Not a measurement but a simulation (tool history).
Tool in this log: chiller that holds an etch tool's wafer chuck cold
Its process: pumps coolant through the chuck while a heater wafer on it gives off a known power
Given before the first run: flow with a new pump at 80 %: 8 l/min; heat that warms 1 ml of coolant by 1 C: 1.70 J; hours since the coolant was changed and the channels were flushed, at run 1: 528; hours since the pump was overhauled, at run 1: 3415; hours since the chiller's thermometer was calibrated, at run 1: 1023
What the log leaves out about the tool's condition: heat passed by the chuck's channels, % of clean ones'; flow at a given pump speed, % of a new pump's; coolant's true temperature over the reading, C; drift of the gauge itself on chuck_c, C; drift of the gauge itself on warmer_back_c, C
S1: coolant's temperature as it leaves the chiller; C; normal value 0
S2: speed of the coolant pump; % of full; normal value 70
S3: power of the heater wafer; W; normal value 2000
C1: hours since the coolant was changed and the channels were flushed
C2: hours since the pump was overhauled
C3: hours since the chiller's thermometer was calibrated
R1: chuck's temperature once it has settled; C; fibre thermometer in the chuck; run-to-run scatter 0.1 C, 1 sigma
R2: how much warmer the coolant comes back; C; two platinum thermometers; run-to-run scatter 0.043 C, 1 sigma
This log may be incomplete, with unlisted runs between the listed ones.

Run 1, hour 0.0: usual settings; C1 528; C2 3415; C3 1023. Result: R1 19.4 C, R2 10.18 C.
Run 2, hour 46.8: usual settings; C1 575; C2 3462; C3 1070. Result: R1 19.4 C, R2 10.14 C.
Run 3, hour 142.6: usual settings; C1 671; C2 3558; C3 1166. Result: R1 19.3 C, R2 10.16 C.
Run 4, hour 235.8: usual settings; C1 764; C2 3651; C3 1259. Result: R1 19.3 C, R2 10.11 C.
Run 5, hour 304.0: usual settings; C1 832; C2 3719; C3 1327. Result: R1 19.2 C, R2 10.07 C.
Run 6, hour 367.0: usual settings; C1 895; C2 3782; C3 1390. Result: R1 19.5 C, R2 10.14 C.
Run 7, hour 414.6: usual settings; C1 943; C2 3830; C3 1438. Result: R1 19.2 C, R2 10.12 C.
Run 8, hour 495.5: usual settings; C1 1023; C2 3911; C3 1519. Result: R1 19.5 C, R2 9.98 C.
Run 9, hour 583.4: usual settings but S1 -1 C; C1 1111; C2 3998; C3 1607. Result: R1 18.4 C, R2 10.05 C.
Run 10, hour 645.8: usual settings but S2 80 % of full; C1 1174; C2 4061; C3 1669. Result: R1 17.7 C, R2 8.73 C.
Run 11, hour 733.3: usual settings but S2 80 % of full; C1 1261; C2 4148; C3 1756. Result: R1 17.7 C, R2 8.70 C.
Run 12, hour 818.4: usual settings but S2 80 % of full; C1 1346; C2 4233; C3 1842. Result: R1 17.8 C, R2 8.65 C.
Run 13, hour 915.7: usual settings but S2 80 % of full; C1 1444; C2 4331; C3 1939. Result: R1 17.9 C, R2 8.65 C.
Run 14, hour 986.5: usual settings but S2 80 % of full, S3 1327 W; C1 1515; C2 4402; C3 2010. Result: R1 11.7 C, R2 5.60 C.
Run 15, hour 1083.8: usual settings but S2 80 % of full, S3 1327 W; C1 1612; C2 4499; C3 2107. Result: R1 11.9 C, R2 5.58 C.
Run 16, hour 1125.9: usual settings but S2 80 % of full; C1 1654; C2 4541; C3 2149. Result: R1 17.9 C, R2 8.51 C.
Run 17, hour 1208.0: usual settings but S2 80 % of full; C1 1736; C2 4623; C3 2231. Result: R1 17.9 C, R2 8.61 C.
Run 18, hour 1274.9: usual settings but S1 10 C, S2 72 % of full, S3 1467 W; C1 1803; C2 4690; C3 2298. Result: R1 23.9 C, R2 6.92 C.
Run 19, hour 1326.2: usual settings but S1 -5 C, S3 1166 W; C1 1854; C2 4741; C3 2349. Result: R1 6.3 C, R2 5.66 C.
Run 20, hour 1408.1: usual settings but S1 -5 C, S2 69 % of full, S3 1166 W; C1 1936; C2 4823; C3 2431. Result: R1 6.4 C, R2 5.72 C.
Run 21, hour 1454.5: usual settings but S1 -3 C, S2 66 % of full, S3 1166 W; C1 1982; C2 4870; C3 2478. Result: R1 8.8 C, R2 6.04 C.
Run 22, hour 1515.3: usual settings but S1 -3 C, S2 66 % of full, S3 1166 W; C1 2043; C2 4930; C3 2538. Result: R1 8.8 C, R2 6.04 C.
Run 23, hour 1604.2: usual settings but S1 -5 C, S2 82 % of full, S3 2492 W; C1 2132; C2 5019; C3 2627. Result: R1 16.7 C, R2 10.32 C.
At hour 1610.3: gauge calibrated.
Run 24, hour 1663.9: usual settings but S2 66 % of full; C1 2192; C2 5079; C3 2687. Result: R1 20.0 C, R2 10.88 C.
Run 25, hour 1744.6: usual settings but S2 66 % of full; C1 2273; C2 5160; C3 2768. Result: R1 20.3 C, R2 10.81 C.
Run 26, hour 1797.7: usual settings but S2 66 % of full; C1 2326; C2 5213; C3 2821. Result: R1 20.1 C, R2 10.80 C.
At hour 1860.9: chiller's thermometer calibrated.
Run 27, hour 1885.2: usual settings but S2 66 % of full; C1 2412; C2 5299; C3 24. Result: R1 20.2 C, R2 10.84 C.
Run 28, hour 1974.8: usual settings but S2 66 % of full; C1 2502; C2 5389; C3 114. Result: R1 20.2 C, R2 10.77 C.
Run 29, hour 2044.4: usual settings but S1 -6 C, S2 66 % of full, S3 2262 W; C1 2571; C2 5458; C3 184. Result: R1 16.9 C, R2 12.24 C.
Run 30, hour 2095.4: usual settings but S1 -8 C, S2 87 % of full, S3 1891 W; C1 2622; C2 5509; C3 235. Result: R1 7.8 C, R2 7.54 C.
Run 31, hour 2194.5: usual settings but S1 -8 C, S2 75 % of full, S3 1975 W; C1 2721; C2 5608; C3 334. Result: R1 10.3 C, R2 9.20 C.
Run 32, hour 2243.6: usual settings but S1 -8 C, S2 75 % of full, S3 1975 W; C1 2771; C2 5658; C3 383. Result: R1 10.4 C, R2 9.16 C.

A few steps of R2 between consecutive runs. Split each: what settings, incoming material and random variation would produce without the hidden state, and what is left over for the hidden state, along with gauge scatter present in only one of the two compared results (measured, and without hidden state):
Run 1 -> 2: no setting changed, nothing entered. R2 -0.04 C: hidden state -0.02, all else -0.02.
Run 3 -> 4: no setting changed, nothing entered. R2 -0.05 C: hidden state -0.03, all else -0.02.
Run 13 -> 14: S3 2000 -> 1327. R2 -3.05 C: hidden state -0.02, all else -3.03.
Run 22 -> 23: S1 -3 -> -5, S2 66 -> 82, S3 1166 -> 2492. R2 +4.28 C: hidden state -0.02, all else +4.30.
Run 23 -> 24: S1 -5 -> 0, S2 82 -> 66, S3 2492 -> 2000, gauge calibrated. R2 +0.56 C: hidden state +0.32, all else +0.24.
Run 29 -> 30: S1 -6 -> -8, S2 66 -> 87, S3 2262 -> 1891. R2 -4.70 C: hidden state -0.01, all else -4.69.
